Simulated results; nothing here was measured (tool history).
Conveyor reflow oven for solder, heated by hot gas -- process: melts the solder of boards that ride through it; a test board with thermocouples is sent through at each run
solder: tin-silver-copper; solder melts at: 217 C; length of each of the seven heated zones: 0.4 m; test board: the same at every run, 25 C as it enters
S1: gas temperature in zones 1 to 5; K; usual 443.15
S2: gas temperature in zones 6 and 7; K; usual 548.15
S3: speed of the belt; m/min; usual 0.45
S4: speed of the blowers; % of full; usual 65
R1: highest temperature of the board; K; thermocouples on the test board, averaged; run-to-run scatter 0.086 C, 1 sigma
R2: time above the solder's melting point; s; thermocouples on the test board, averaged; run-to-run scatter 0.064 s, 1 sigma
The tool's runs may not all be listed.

run,hour,S1,S2,S3,S4,R1,R2
1,0,443.15,548.15,0.45,65,534.56,87.17
2,10.3,443.15,548.15,0.45,65,534.59,87.22
3,27.1,443.15,548.15,0.45,65,534.65,87.32
4,43.5,443.15,548.15,0.45,65,534.54,87.17
5,52.2,443.15,547.15,0.45,65,533.56,86.49
6,71.9,443.15,547.15,0.45,65,533.6,86.51
7,90.5,432.15,547.15,0.45,65,532.23,80.62
8,107.3,432.15,547.15,0.45,65,532.02,80.73
# hour 124.6: flux residue cleaned out of gas plates and filters
9,132.6,432.15,547.15,0.45,65,532.1,80.72
10,151.1,443.15,548.15,0.45,65,534.66,87.15
11,168.6,443.15,548.15,0.45,65,534.51,87.27
12,186.9,443.15,548.15,0.45,65,534.53,87.23
13,196.9,442.15,548.15,0.45,65,534.53,86.76
14,211.2,442.15,548.15,0.45,65,534.54,86.6
15,225.1,430.15,548.15,0.45,83,536.39,84.3
16,238.8,442.15,555.15,0.435,67,542.43,95.56
17,258.4,442.15,555.15,0.435,67,542.35,95.79
18,273,442.15,555.15,0.435,67,542.29,95.68
19,282,442.15,553.15,0.435,63,539.67,93.73
20,297.3,442.15,553.15,0.435,63,539.62,93.63
21,316.9,442.15,553.15,0.435,63,539.73,93.68
22,334.4,442.15,553.15,0.435,63,539.63,93.8
23,345.6,443.15,554.15,0.459,65,539.54,88.73
# hour 362.4: flux residue cleaned out of gas plates and filters
24,366.7,443.15,554.15,0.459,65,539.55,88.84

4 ways to go on from here, each from the tool as it stands after run 24. What would each give?
A,383,457.15,548.15,0.455,57,?,?
B,383,433.15,537.15,0.45,79,?,?
C,383,428.15,541.15,0.459,84,?,?
D,383,454.15,548.15,0.45,72,?,?

run,R1,R2
A,534.53,92.52
B,525.75,76.75
C,529.3,76.24
D,537.28,94.52
With no hidden state in the tool, these same runs would have given:
run,R1,R2
A,534.54,92.5
B,525.76,76.73
C,529.31,76.22
D,537.29,94.51
